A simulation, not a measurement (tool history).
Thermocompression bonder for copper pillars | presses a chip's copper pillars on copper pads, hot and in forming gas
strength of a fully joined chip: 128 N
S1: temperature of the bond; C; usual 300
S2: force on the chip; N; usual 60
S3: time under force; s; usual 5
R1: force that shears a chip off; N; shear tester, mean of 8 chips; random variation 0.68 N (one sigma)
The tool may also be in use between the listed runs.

{"run": 1, "day": 0.0, "S1": 300, "S2": 60, "S3": 5, "R1": 46.5}
{"run": 2, "day": 2.754, "S1": 300, "S2": 60, "S3": 9, "R1": 56.4}
{"day": 6.133, "done": "forming gas filter changed"}
{"run": 3, "day": 6.329, "S1": 271, "S2": 60, "S3": 5, "R1": 30.9}
{"run": 4, "day": 9.588, "S1": 300, "S2": 60, "S3": 5, "R1": 45.0}
{"run": 5, "day": 11.5, "S1": 300, "S2": 60, "S3": 5, "R1": 46.3}
{"run": 6, "day": 13.696, "S1": 300, "S2": 60, "S3": 5, "R1": 45.8}
{"run": 7, "day": 15.862, "S1": 300, "S2": 60, "S3": 5, "R1": 45.4}
{"run": 8, "day": 18.821, "S1": 300, "S2": 60, "S3": 5, "R1": 46.0}
{"run": 9, "day": 21.121, "S1": 300, "S2": 73, "S3": 5, "R1": 55.6}
{"day": 23.112, "done": "force cell calibrated"}
{"run": 10, "day": 23.517, "S1": 300, "S2": 61, "S3": 5, "R1": 46.9}
{"run": 11, "day": 26.588, "S1": 311, "S2": 60, "S3": 5, "R1": 50.7}
{"run": 12, "day": 29.1, "S1": 300, "S2": 60, "S3": 5, "R1": 46.1}
{"run": 13, "day": 31.475, "S1": 300, "S2": 60, "S3": 5, "R1": 45.5}
{"run": 14, "day": 34.967, "S1": 300, "S2": 60, "S3": 5, "R1": 45.3}
{"run": 15, "day": 38.796, "S1": 300, "S2": 60, "S3": 5, "R1": 46.1}
{"day": 40.504, "done": "forming gas filter changed"}
{"run": 16, "day": 42.729, "S1": 300, "S2": 60, "S3": 5, "R1": 45.2}
{"run": 17, "day": 46.446, "S1": 300, "S2": 60, "S3": 5, "R1": 44.7}
{"run": 18, "day": 48.221, "S1": 301, "S2": 60, "S3": 4, "R1": 41.9}
{"run": 19, "day": 51.767, "S1": 319, "S2": 60, "S3": 9, "R1": 70.2}
{"day": 53.642, "done": "heater calibrated with a thermocouple chip"}
{"run": 20, "day": 55.483, "S1": 319, "S2": 60, "S3": 9, "R1": 67.3}
{"run": 21, "day": 58.242, "S1": 329, "S2": 57, "S3": 5, "R1": 57.8}
{"run": 22, "day": 60.7, "S1": 306, "S2": 60, "S3": 5, "R1": 49.3}
{"run": 23, "day": 62.708, "S1": 286, "S2": 38, "S3": 5, "R1": 22.7}
{"run": 24, "day": 65.096, "S1": 313, "S2": 86, "S3": 3, "R1": 61.8}
{"run": 25, "day": 68.221, "S1": 278, "S2": 57, "S3": 4, "R1": 29.0}
{"run": 26, "day": 70.583, "S1": 278, "S2": 57, "S3": 4, "R1": 29.7}
{"run": 27, "day": 73.896, "S1": 278, "S2": 39, "S3": 4, "R1": 18.8}
{"day": 74.892, "done": "forming gas filter changed"}
{"run": 28, "day": 76.375, "S1": 278, "S2": 68, "S3": 4, "R1": 35.9}
{"run": 29, "day": 80.083, "S1": 290, "S2": 86, "S3": 15, "R1": 83.5}
{"run": 30, "day": 82.621, "S1": 287, "S2": 42, "S3": 7, "R1": 30.6}
{"run": 31, "day": 86.238, "S1": 293, "S2": 60, "S3": 10, "R1": 55.0}
{"day": 88.112, "done": "force cell calibrated"}
{"run": 32, "day": 88.283, "S1": 300, "S2": 39, "S3": 5, "R1": 29.0}
{"run": 33, "day": 90.583, "S1": 300, "S2": 39, "S3": 5, "R1": 27.8}
{"run": 34, "day": 94.383, "S1": 300, "S2": 39, "S3": 5, "R1": 28.7}

Hidden state or all else? Some run-to-run changes of R1, split into what the settings, what came in and random variation would give without the hidden state, and what is left for the hidden state (with any gauge scatter that isn't in both results):
The hidden state here: true temperature of the bond over the reading, C; force that reaches the chip, % of what is set; oxide that the forming gas leaves, % of the face; drift of the gauge itself on shear_n, %.
Run 9 -> 10: S2 73 -> 61, force cell calibrated. R1 -8.7 N: hidden state -0.2, all else -8.5.
Run 18 -> 19: S1 301 -> 319, S3 4 -> 9. R1 +28.3 N: hidden state -0.2, all else +28.5.
Run 19 -> 20: heater calibrated with a thermocouple chip. R1 -2.9 N: hidden state +0.8, all else -3.7.
Run 23 -> 24: S1 286 -> 313, S2 38 -> 86, S3 5 -> 3. R1 +39.1 N: hidden state +0.0, all else +39.1.
Run 28 -> 29: S1 278 -> 290, S2 68 -> 86, S3 4 -> 15. R1 +47.6 N: hidden state -0.1, all else +47.7.
Run 29 -> 30: S1 290 -> 287, S2 86 -> 42, S3 15 -> 7. R1 -52.9 N: hidden state +0.0, all else -52.9.
